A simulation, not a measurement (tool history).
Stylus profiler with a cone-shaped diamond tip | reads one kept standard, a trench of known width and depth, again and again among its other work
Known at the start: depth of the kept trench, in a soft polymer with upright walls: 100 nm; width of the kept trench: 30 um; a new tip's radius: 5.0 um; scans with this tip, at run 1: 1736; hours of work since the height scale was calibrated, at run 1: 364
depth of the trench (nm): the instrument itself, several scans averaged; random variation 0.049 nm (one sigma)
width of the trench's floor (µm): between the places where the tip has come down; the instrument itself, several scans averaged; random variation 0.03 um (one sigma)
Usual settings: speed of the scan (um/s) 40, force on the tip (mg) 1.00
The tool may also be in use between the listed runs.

run,day,speed of the scan (um/s),force on the tip (mg),scans with this tip,hours of work since the height scale was calibrated,depth of the trench (nm),width of the trench's floor (µm)
1,0.000,40,1.00,1736,364,100.48,27.70
2,0.854,40,1.00,1810,379,100.42,27.70
3,1.792,138,1.00,1891,396,100.53,26.97
4,2.325,138,1.00,1937,406,100.43,26.99
5,3.312,138,1.00,2022,424,100.54,26.95
6,4.008,40,1.00,2082,436,100.45,27.71

Forecast run 7:
7,4.933,25,0.42,2162,453,?,?

{"run 7": {"depth of the trench (nm)": 100.31, "width of the trench's floor (µm)": 27.73}}
Without the tool's hidden state the same run would have given depth of the trench (nm) 100.32, width of the trench's floor (µm) 27.74.

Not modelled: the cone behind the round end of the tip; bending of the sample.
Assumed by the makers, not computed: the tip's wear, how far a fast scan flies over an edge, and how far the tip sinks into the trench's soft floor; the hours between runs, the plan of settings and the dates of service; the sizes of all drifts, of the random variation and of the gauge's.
